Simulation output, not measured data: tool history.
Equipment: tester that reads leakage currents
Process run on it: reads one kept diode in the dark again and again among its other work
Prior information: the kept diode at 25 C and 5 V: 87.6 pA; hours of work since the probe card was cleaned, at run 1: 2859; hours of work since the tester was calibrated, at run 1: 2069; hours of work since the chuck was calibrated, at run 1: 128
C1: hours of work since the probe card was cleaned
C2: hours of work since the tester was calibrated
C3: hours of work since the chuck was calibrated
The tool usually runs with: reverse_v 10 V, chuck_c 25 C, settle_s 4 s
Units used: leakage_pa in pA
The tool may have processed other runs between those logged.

{"run": 1, "hour": 0.0, "reverse_v": 10, "chuck_c": 25, "settle_s": 4, "C1": 2859, "C2": 2069, "C3": 128, "leakage_pa": 143.78}
{"run": 2, "hour": 67.5, "reverse_v": 10, "chuck_c": 25, "settle_s": 4, "C1": 2900, "C2": 2110, "C3": 169, "leakage_pa": 145.31}
{"run": 3, "hour": 182.0, "reverse_v": 10, "chuck_c": 23, "settle_s": 4, "C1": 2969, "C2": 2180, "C3": 239, "leakage_pa": 130.18}
{"run": 4, "hour": 269.3, "reverse_v": 10, "chuck_c": 23, "settle_s": 4, "C1": 3022, "C2": 2233, "C3": 292, "leakage_pa": 132.16}
{"run": 5, "hour": 379.7, "reverse_v": 10, "chuck_c": 25, "settle_s": 4, "C1": 3089, "C2": 2300, "C3": 359, "leakage_pa": 153.59}
{"run": 6, "hour": 478.5, "reverse_v": 10, "chuck_c": 25, "settle_s": 7.47, "C1": 3149, "C2": 2360, "C3": 419, "leakage_pa": 156.09}
{"run": 7, "hour": 612.0, "reverse_v": 10, "chuck_c": 25, "settle_s": 0.38, "C1": 3230, "C2": 2441, "C3": 500, "leakage_pa": 166.52}
{"hour": 644.6, "done": "probe card cleaned and baked"}
{"run": 8, "hour": 677.4, "reverse_v": 6.3, "chuck_c": 25, "settle_s": 4, "C1": 20, "C2": 2479, "C3": 538, "leakage_pa": 112.6}
{"run": 9, "hour": 782.0, "reverse_v": 6.3, "chuck_c": 25, "settle_s": 4, "C1": 83, "C2": 2542, "C3": 601, "leakage_pa": 114.43}
{"hour": 842.1, "done": "chuck's temperature calibrated"}
{"run": 10, "hour": 907.9, "reverse_v": 6.3, "chuck_c": 29, "settle_s": 4, "C1": 159, "C2": 2618, "C3": 40, "leakage_pa": 175.63}
{"run": 11, "hour": 963.2, "reverse_v": 10, "chuck_c": 25, "settle_s": 4.85, "C1": 192, "C2": 2651, "C3": 73, "leakage_pa": 162.89}
{"run": 12, "hour": 1058.1, "reverse_v": 10, "chuck_c": 25, "settle_s": 4.85, "C1": 250, "C2": 2709, "C3": 131, "leakage_pa": 165.51}
{"hour": 1105.4, "done": "chuck's temperature calibrated, once more"}
{"run": 13, "hour": 1145.7, "reverse_v": 10, "chuck_c": 36, "settle_s": 4.85, "C1": 302, "C2": 2761, "C3": 24, "leakage_pa": 264.64}
{"run": 14, "hour": 1260.6, "reverse_v": 10, "chuck_c": 36, "settle_s": 4.85, "C1": 372, "C2": 2830, "C3": 94, "leakage_pa": 270.29}
{"run": 15, "hour": 1385.7, "reverse_v": 10, "chuck_c": 36, "settle_s": 4.85, "C1": 447, "C2": 2906, "C3": 170, "leakage_pa": 275.85}
{"run": 16, "hour": 1522.4, "reverse_v": 10, "chuck_c": 36, "settle_s": 4.85, "C1": 530, "C2": 2989, "C3": 253, "leakage_pa": 280.55}
{"run": 17, "hour": 1607.7, "reverse_v": 10, "chuck_c": 36, "settle_s": 4.85, "C1": 582, "C2": 3041, "C3": 305, "leakage_pa": 288.34}
{"run": 18, "hour": 1685.2, "reverse_v": 10, "chuck_c": 24, "settle_s": 2.41, "C1": 629, "C2": 3088, "C3": 352, "leakage_pa": 125.56}
{"run": 19, "hour": 1804.4, "reverse_v": 10, "chuck_c": 22, "settle_s": 2.41, "C1": 702, "C2": 3161, "C3": 424, "leakage_pa": 111.93}
{"run": 20, "hour": 1868.4, "reverse_v": 10, "chuck_c": 25, "settle_s": 0.4, "C1": 740, "C2": 3199, "C3": 463, "leakage_pa": 145.96}
{"run": 21, "hour": 1928.6, "reverse_v": 3.6, "chuck_c": 25, "settle_s": 0.4, "C1": 777, "C2": 3236, "C3": 500, "leakage_pa": 92.63}
{"run": 22, "hour": 2034.3, "reverse_v": 3.6, "chuck_c": 25, "settle_s": 0.4, "C1": 841, "C2": 3300, "C3": 564, "leakage_pa": 93.69}
{"hour": 2152.2, "done": "chuck's temperature calibrated"}
{"run": 23, "hour": 2162.9, "reverse_v": 10, "chuck_c": 25, "settle_s": 3.49, "C1": 918, "C2": 3377, "C3": 6, "leakage_pa": 122.25}
{"run": 24, "hour": 2299.3, "reverse_v": 3.4, "chuck_c": 38, "settle_s": 7.99, "C1": 1001, "C2": 3460, "C3": 89, "leakage_pa": 192.26}
{"run": 25, "hour": 2365.5, "reverse_v": 10, "chuck_c": 32, "settle_s": 1.56, "C1": 1041, "C2": 3500, "C3": 129, "leakage_pa": 208.27}
{"run": 26, "hour": 2475.1, "reverse_v": 6.4, "chuck_c": 22, "settle_s": 5.6, "C1": 1107, "C2": 3566, "C3": 196, "leakage_pa": 85.01}

Branching from run 26: 3 alternative next runs. What would each branch give?
{"run": "A", "hour": 2607.5, "reverse_v": 8, "chuck_c": 24, "settle_s": 0.44, "C1": 1188, "C2": 3647, "C3": 276, "leakage_pa": "?"}
{"run": "B", "hour": 2607.5, "reverse_v": 9.5, "chuck_c": 25, "settle_s": 8.65, "C1": 1188, "C2": 3647, "C3": 276, "leakage_pa": "?"}
{"run": "C", "hour": 2607.5, "reverse_v": 1.4, "chuck_c": 21, "settle_s": 5.6, "C1": 1188, "C2": 3647, "C3": 276, "leakage_pa": "?"}

run=A leakage_pa=115.27
run=B leakage_pa=128.33
run=C leakage_pa=40.68
Take away the tool's hidden state, keep each run's random variation, and the runs would have read:
run=A leakage_pa=103.84
run=B leakage_pa=114.89
run=C leakage_pa=37.65

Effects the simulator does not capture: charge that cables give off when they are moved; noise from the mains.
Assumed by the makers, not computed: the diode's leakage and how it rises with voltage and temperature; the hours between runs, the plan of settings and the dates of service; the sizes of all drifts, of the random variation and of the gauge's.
